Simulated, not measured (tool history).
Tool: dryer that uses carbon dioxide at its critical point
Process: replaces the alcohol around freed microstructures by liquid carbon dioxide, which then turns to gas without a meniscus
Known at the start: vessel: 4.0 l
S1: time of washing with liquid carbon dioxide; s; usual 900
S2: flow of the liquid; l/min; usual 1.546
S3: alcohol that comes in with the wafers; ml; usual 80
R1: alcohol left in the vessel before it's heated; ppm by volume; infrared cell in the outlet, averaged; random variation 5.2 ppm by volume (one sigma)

| run | hour | S1 | S2 | S3 | R1 |
|---|---|---|---|---|---|
| 1 | 0.0 | 900 | 1.546 | 80 | 158 |
| 2 | 14.5 | 900 | 1.546 | 80 | 140 |
| 3 | 36.9 | 900 | 1.546 | 80 | 156 |
| 4 | 66.0 | 900 | 1.546 | 80 | 177 |
|  | 88.2 | inlet filter changed |
| 5 | 92.7 | 900 | 1.546 | 80 | 101 |
| 6 | 112.0 | 900 | 1.546 | 80 | 116 |
| 7 | 137.0 | 900 | 1.546 | 80 | 124 |
| 8 | 167.6 | 900 | 1.546 | 24 | 51 |
| 9 | 184.0 | 900 | 1.546 | 24 | 56 |
| 10 | 197.8 | 900 | 1.546 | 24 | 52 |
| 11 | 217.6 | 900 | 1.546 | 20 | 33 |
| 12 | 238.7 | 900 | 1.546 | 20 | 52 |
| 13 | 253.3 | 900 | 1.546 | 62 | 132 |
| 14 | 273.8 | 900 | 1.546 | 62 | 136 |
| 15 | 302.4 | 900 | 1.546 | 62 | 140 |
| 16 | 322.4 | 900 | 1.546 | 62 | 147 |
|  | 326.4 | inlet filter changed |
| 17 | 343.4 | 720 | 1.546 | 80 | 314 |
| 18 | 368.3 | 1020 | 1.546 | 80 | 71 |
| 19 | 396.5 | 1020 | 1.546 | 80 | 74 |
| 20 | 422.3 | 900 | 1.546 | 80 | 146 |
| 21 | 443.6 | 900 | 1.546 | 80 | 151 |
| 22 | 471.3 | 900 | 1.546 | 80 | 163 |
| 23 | 501.2 | 900 | 1.546 | 80 | 171 |
| 24 | 520.9 | 660 | 0.950 | 46 | 1311 |
| 25 | 547.4 | 660 | 0.950 | 46 | 1302 |
| 26 | 561.1 | 660 | 0.950 | 46 | 1381 |
|  | 566.6 | inlet filter changed |
| 27 | 583.9 | 660 | 0.950 | 46 | 1055 |
| 28 | 613.0 | 1200 | 1.460 | 21 | 41 |
| 29 | 640.0 | 720 | 1.140 | 80 | 977 |
| 30 | 664.2 | 900 | 1.060 | 80 | 643 |
| 31 | 684.2 | 1200 | 1.546 | 92 | 58 |
| 32 | 716.2 | 1200 | 1.546 | 92 | 60 |
| 33 | 733.2 | 1020 | 1.470 | 119 | 185 |
| 34 | 761.6 | 1020 | 1.470 | 119 | 184 |
| 35 | 782.7 | 1020 | 1.690 | 53 | 69 |
|  | 805.7 | inlet filter changed |
| 36 | 811.7 | 780 | 1.370 | 44 | 225 |
| 37 | 831.0 | 1200 | 1.546 | 36 | 39 |
| 38 | 859.4 | 1200 | 1.546 | 46 | 49 |
| 39 | 880.2 | 1200 | 1.546 | 46 | 47 |
| 40 | 909.6 | 1260 | 1.710 | 64 | 49 |
| 41 | 933.9 | 780 | 1.760 | 80 | 189 |
| 42 | 960.1 | 780 | 1.760 | 80 | 194 |
| 43 | 993.9 | 900 | 1.760 | 80 | 113 |
| 44 | 1024.0 | 600 | 2.320 | 29 | 105 |
| 45 | 1040.5 | 780 | 1.810 | 47 | 138 |
|  | 1043.7 | inlet filter changed |
| 46 | 1075.0 | 780 | 1.810 | 47 | 90 |

Some steps in R1 between neighbouring runs. How much of each would the tool show without its hidden state too (settings, what came in, random variation), and how much is left for the hidden state, with any gauge scatter that isn't in both results?
The hidden state here: flow that reaches the vessel past the clogged filter, %; alcohol in the recycled carbon dioxide, ppm; drift of the gauge itself on alcohol_ppm, %.
Run 23 -> 24: S1 900 -> 660, S2 1.546 -> 0.950, S3 80 -> 46. R1 +1140 ppm by volume: hidden state +202, all else +938.
Run 26 -> 27: inlet filter changed. R1 -326 ppm by volume: hidden state -281, all else -45.
Run 27 -> 28: S1 660 -> 1200, S2 0.950 -> 1.460, S3 46 -> 21. R1 -1014 ppm by volume: hidden state -31, all else -983.
Run 28 -> 29: S1 1200 -> 720, S2 1.460 -> 1.140, S3 21 -> 80. R1 +936 ppm by volume: hidden state +107, all else +829.

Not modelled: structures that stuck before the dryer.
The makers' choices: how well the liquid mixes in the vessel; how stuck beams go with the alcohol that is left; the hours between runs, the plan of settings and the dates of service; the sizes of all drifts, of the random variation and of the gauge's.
